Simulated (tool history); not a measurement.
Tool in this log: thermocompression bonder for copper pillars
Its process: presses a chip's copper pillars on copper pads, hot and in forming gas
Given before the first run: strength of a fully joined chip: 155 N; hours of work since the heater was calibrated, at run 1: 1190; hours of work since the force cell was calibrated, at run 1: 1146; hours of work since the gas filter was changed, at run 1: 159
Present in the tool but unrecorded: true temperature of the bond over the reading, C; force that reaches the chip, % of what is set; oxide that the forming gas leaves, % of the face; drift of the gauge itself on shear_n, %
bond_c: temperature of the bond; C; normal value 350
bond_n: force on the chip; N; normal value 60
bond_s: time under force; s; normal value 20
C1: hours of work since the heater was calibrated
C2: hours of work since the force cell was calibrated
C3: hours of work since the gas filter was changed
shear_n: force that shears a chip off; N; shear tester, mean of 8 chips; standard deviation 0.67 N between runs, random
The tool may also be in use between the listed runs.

{"run": 1, "hour": 0.0, "bond_c": 350, "bond_n": 60, "bond_s": 20, "C1": 1190, "C2": 1146, "C3": 159, "shear_n": 63.1}
{"run": 2, "hour": 35.7, "bond_c": 350, "bond_n": 60, "bond_s": 20, "C1": 1216, "C2": 1172, "C3": 186, "shear_n": 63.4}
{"run": 3, "hour": 59.1, "bond_c": 350, "bond_n": 60, "bond_s": 20, "C1": 1234, "C2": 1190, "C3": 203, "shear_n": 62.9}
{"run": 4, "hour": 95.9, "bond_c": 350, "bond_n": 60, "bond_s": 14, "C1": 1261, "C2": 1217, "C3": 231, "shear_n": 53.2}
{"run": 5, "hour": 136.4, "bond_c": 325, "bond_n": 60, "bond_s": 20, "C1": 1291, "C2": 1247, "C3": 261, "shear_n": 42.9}
{"run": 6, "hour": 165.2, "bond_c": 325, "bond_n": 60, "bond_s": 20, "C1": 1313, "C2": 1269, "C3": 282, "shear_n": 44.1}
{"run": 7, "hour": 205.9, "bond_c": 325, "bond_n": 49, "bond_s": 20, "C1": 1343, "C2": 1299, "C3": 313, "shear_n": 36.9}
{"hour": 219.7, "done": "heater calibrated with a thermocouple chip"}
{"run": 8, "hour": 243.1, "bond_c": 325, "bond_n": 42, "bond_s": 20, "C1": 17, "C2": 1325, "C3": 339, "shear_n": 37.3}
{"run": 9, "hour": 274.3, "bond_c": 325, "bond_n": 49, "bond_s": 20, "C1": 41, "C2": 1348, "C3": 362, "shear_n": 41.2}
{"hour": 292.8, "done": "forming gas filter changed"}
{"run": 10, "hour": 308.7, "bond_c": 325, "bond_n": 49, "bond_s": 20, "C1": 66, "C2": 1374, "C3": 12, "shear_n": 43.6}
{"hour": 342.8, "done": "force cell calibrated"}
{"run": 11, "hour": 347.5, "bond_c": 325, "bond_n": 62, "bond_s": 20, "C1": 94, "C2": 3, "C3": 40, "shear_n": 54.8}
{"run": 12, "hour": 366.2, "bond_c": 350, "bond_n": 60, "bond_s": 20, "C1": 108, "C2": 17, "C3": 54, "shear_n": 71.4}
{"run": 13, "hour": 396.1, "bond_c": 350, "bond_n": 48, "bond_s": 27, "C1": 130, "C2": 40, "C3": 76, "shear_n": 67.7}
{"run": 14, "hour": 422.8, "bond_c": 372, "bond_n": 48, "bond_s": 27, "C1": 150, "C2": 60, "C3": 96, "shear_n": 86.2}
{"run": 15, "hour": 457.3, "bond_c": 348, "bond_n": 38, "bond_s": 50, "C1": 175, "C2": 85, "C3": 121, "shear_n": 69.7}
{"run": 16, "hour": 485.0, "bond_c": 350, "bond_n": 43, "bond_s": 20, "C1": 196, "C2": 106, "C3": 142, "shear_n": 54.4}
{"run": 17, "hour": 515.7, "bond_c": 350, "bond_n": 43, "bond_s": 20, "C1": 219, "C2": 129, "C3": 165, "shear_n": 55.2}
{"run": 18, "hour": 558.5, "bond_c": 350, "bond_n": 43, "bond_s": 20, "C1": 251, "C2": 161, "C3": 197, "shear_n": 54}
{"run": 19, "hour": 587.5, "bond_c": 350, "bond_n": 43, "bond_s": 20, "C1": 272, "C2": 182, "C3": 218, "shear_n": 54.6}
{"run": 20, "hour": 609.6, "bond_c": 350, "bond_n": 52, "bond_s": 16, "C1": 289, "C2": 199, "C3": 235, "shear_n": 57}
{"run": 21, "hour": 638.6, "bond_c": 350, "bond_n": 77, "bond_s": 20, "C1": 310, "C2": 220, "C3": 256, "shear_n": 81.6}
{"run": 22, "hour": 662.8, "bond_c": 337, "bond_n": 70, "bond_s": 20, "C1": 328, "C2": 238, "C3": 274, "shear_n": 65.5}
{"run": 23, "hour": 682.7, "bond_c": 370, "bond_n": 73, "bond_s": 38, "C1": 343, "C2": 253, "C3": 289, "shear_n": 110.1}

Each row is a separate what-if for the run after 23, all from the same tool condition, not one after another. Results?
{"run": "A", "hour": 716.8, "bond_c": 364, "bond_n": 59, "bond_s": 44, "C1": 368, "C2": 278, "C3": 314, "shear_n": "?"}
{"run": "B", "hour": 716.8, "bond_c": 322, "bond_n": 60, "bond_s": 20, "C1": 368, "C2": 278, "C3": 314, "shear_n": "?"}
{"run": "C", "hour": 716.8, "bond_c": 361, "bond_n": 50, "bond_s": 15, "C1": 368, "C2": 278, "C3": 314, "shear_n": "?"}

run=A shear_n=98.2
run=B shear_n=48.6
run=C shear_n=59.2
The same runs, with their run-to-run variation unchanged, on a tool lacking any hidden condition would have given:
run=A shear_n=104.7
run=B shear_n=52.3
run=C shear_n=63.6

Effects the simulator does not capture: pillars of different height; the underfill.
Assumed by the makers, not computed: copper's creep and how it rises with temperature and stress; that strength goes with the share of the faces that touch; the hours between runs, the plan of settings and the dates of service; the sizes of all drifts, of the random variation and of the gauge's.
